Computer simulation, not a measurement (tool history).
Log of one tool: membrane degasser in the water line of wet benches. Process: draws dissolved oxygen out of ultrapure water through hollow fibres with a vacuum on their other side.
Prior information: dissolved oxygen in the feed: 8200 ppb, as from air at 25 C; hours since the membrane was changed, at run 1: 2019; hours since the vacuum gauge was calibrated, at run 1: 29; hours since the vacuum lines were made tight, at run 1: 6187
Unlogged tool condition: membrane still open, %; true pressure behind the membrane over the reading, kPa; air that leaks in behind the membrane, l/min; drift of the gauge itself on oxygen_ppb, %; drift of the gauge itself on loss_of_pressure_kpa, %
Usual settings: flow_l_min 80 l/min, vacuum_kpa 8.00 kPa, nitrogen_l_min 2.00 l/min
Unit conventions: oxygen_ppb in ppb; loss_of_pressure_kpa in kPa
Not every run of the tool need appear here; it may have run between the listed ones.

run   hour  flow_l_min  vacuum_kpa  nitrogen_l_min  hours since the membrane was changed  hours since the vacuum gauge was calibrated  hours since the vacuum lines were made tight  oxygen_ppb  loss_of_pressure_kpa
  1    0.0          80        8.00            2.00                                  2019                                           29                                          6187       403.5                 29.73
  2   46.1          80        8.00            2.00                                  2065                                           75                                          6233       402.9                 29.52
      74.8  -- seals of the vacuum lines changed
  3   84.2          80        8.00            2.00                                  2101                                          111                                             9       402.8                 29.70
  4  137.3          80        8.00            2.00                                  2154                                          164                                            63       404.3                 29.52
  5  184.5          80        8.00            2.00                                  2201                                          212                                           110       404.9                 29.75
  6  238.2          80        8.00            2.00                                  2255                                          265                                           163       405.8                 29.56
  7  291.1          80        8.00            2.00                                  2308                                          318                                           216       403.0                 29.60
  8  342.6          80        8.00            2.00                                  2359                                          370                                           268       405.8                 29.93
  9  372.1          80        8.00            2.00                                  2389                                          399                                           297       403.3                 29.78
 10  419.7          77        5.06            0.93                                  2436                                          447                                           345       279.6                 28.45
 11  464.3          59        5.06            0.93                                  2481                                          491                                           390       218.6                 21.71
 12  516.6          98        5.06            1.48                                  2533                                          544                                           442       292.1                 36.58
 13  560.0          75        8.11            1.63                                  2577                                          587                                           485       447.1                 27.92
 14  595.0          80        9.18            4.10                                  2612                                          622                                           520       288.0                 30.06
 15  620.6          99       17.97            4.20                                  2637                                          648                                           546       771.8                 36.88
 16  651.4          99       17.97            4.20                                  2668                                          679                                           577       771.6                 36.69

What does the tool deliver on the next run?
 17  688.6          52       18.21            4.20                                  2705                                          716                                           614           ?                     ?

{"run 17": {"oxygen_ppb": 417.3, "loss_of_pressure_kpa": 19.32}}
Minus the tool's unlogged condition, the same run would have read oxygen_ppb 415.4 ppb, loss_of_pressure_kpa 18.91 kPa.

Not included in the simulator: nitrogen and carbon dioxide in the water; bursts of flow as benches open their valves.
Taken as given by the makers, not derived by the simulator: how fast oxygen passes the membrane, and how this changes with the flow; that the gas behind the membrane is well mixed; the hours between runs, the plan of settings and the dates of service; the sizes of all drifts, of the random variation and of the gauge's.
